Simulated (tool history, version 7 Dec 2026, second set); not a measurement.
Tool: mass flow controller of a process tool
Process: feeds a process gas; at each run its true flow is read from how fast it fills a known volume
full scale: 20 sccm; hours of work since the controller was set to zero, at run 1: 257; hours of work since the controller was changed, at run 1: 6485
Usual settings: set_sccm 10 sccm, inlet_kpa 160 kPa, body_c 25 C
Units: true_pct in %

run    hour  set_sccm  inlet_kpa  body_c  hours of work since the controller was set to zero  hours of work since the controller was changed  true_pct
  1       0        10        160      25                                                 257                                            6485     96.05
  2   257.5        10        160      25                                                 429                                            6657     96.04
  3   568.5        10        160      25                                                 638                                            6866     96.19
  4  1116.2        10        160      25                                                1004                                            7232     95.97
  5  1672.4        10        160      29                                                1377                                            7605     96.41
     1834.2  -- controller exchanged for a calibrated one
  6  1950.3        10        160      29                                                  78                                              78     99.17
  7  2322.9        10        160      29                                                 327                                             327      99.1
  8  2622.8        10        160      29                                                 528                                             528     98.99
  9  3104.4        10        160      29                                                 850                                             850     98.91
 10    3606        10        160      29                                                1186                                            1186     98.83
 11  3853.8        10        166      29                                                1352                                            1352     98.92

Forecast each of these 5 alternatives for the next run:
  A  4195.8        10        262      25                                                1581                                            1581         ?
  B  4195.8         4        166      29                                                1581                                            1581         ?
  C  4195.8        10        166      23                                                1581                                            1581         ?
  D  4195.8        10        151      25                                                1581                                            1581         ?
  E  4195.8        10        166      34                                                1581                                            1581         ?

run  true_pct
  A     98.67
  B     98.77
  C     98.07
  D     98.19
  E      99.3
Without the tool's hidden state the same runs would have given:
run  true_pct
  A     99.13
  B     98.74
  C     98.54
  D     98.66
  E     99.76

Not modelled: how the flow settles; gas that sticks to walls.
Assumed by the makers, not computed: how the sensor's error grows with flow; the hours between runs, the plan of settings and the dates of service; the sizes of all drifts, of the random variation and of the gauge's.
